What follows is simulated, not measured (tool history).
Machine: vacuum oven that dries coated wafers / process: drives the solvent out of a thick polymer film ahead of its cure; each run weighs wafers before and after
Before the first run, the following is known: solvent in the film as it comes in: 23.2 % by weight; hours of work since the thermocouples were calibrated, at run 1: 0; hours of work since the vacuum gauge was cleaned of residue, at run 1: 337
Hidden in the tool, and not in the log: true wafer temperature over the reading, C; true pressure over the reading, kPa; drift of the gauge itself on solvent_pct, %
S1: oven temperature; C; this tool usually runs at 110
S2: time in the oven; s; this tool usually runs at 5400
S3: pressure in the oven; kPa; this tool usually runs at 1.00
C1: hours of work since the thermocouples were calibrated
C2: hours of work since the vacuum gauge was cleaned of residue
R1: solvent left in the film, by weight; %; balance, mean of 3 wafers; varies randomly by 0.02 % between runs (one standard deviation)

run	hour	S1	S2	S3	C1	C2	R1
1	0.0	110	5400	1.00	0	337	4.07
2	65.6	110	5400	2.70	51	388	6.08
3	120.6	110	5400	1.00	93	430	4.09
4	171.6	123	5400	1.00	133	470	1.33
5	206.2	110	9300	1.00	160	497	2.06
6	272.2	110	9300	1.00	211	548	2.05
7	314.4	110	9300	1.00	243	580	2.02
8	355.6	110	9300	1.00	275	612	2.01
9	394.7	110	5400	1.00	305	642	4.11
10	461.8	110	5400	1.00	357	694	4.09
11	500.3	119	5400	1.00	387	724	1.93
12	567.2	110	5520	1.00	439	776	3.98
13	599.1	110	5400	1.00	463	801	4.10
14	660.1	110	5400	1.00	511	848	4.09
15	702.5	110	5400	1.00	543	881	4.09
16	766.1	102	5700	1.30	593	930	7.07
17	833.1	102	5700	1.30	644	982	7.06
18	885.7	110	2880	3.22	685	1022	9.94
19	959.0	108	4260	3.22	742	1079	8.61
# hour 983.7: oven's thermocouples calibrated
20	1005.3	108	4260	3.22	17	1113	8.58
21	1051.3	108	4260	3.22	52	1149	8.53
# hour 1058.2: vacuum gauge cleaned of residue and calibrated
22	1111.9	110	6180	1.00	98	42	3.44
23	1179.7	106	4200	1.43	150	94	7.49
24	1252.2	106	4200	1.43	207	150	7.48
25	1300.4	118	5400	1.86	244	187	2.88
26	1332.0	116	3360	2.44	268	212	6.05
27	1381.8	117	8820	2.05	307	250	2.32

Describe how what the log doesn't record of the tool's condition differs between the last listed run preceding each entry between runs and the first listed run following it.
In the gap between runs 19 and 20: oven's thermocouples calibrated (hour 983.7)
  true wafer temperature over the reading, C: -0.03 -> 0.01
In the gap between runs 21 and 22: vacuum gauge cleaned of residue and calibrated (hour 1058.2)
  true wafer temperature over the reading, C: 0.01 -> 0; true pressure over the reading, kPa: 0.006 -> 0

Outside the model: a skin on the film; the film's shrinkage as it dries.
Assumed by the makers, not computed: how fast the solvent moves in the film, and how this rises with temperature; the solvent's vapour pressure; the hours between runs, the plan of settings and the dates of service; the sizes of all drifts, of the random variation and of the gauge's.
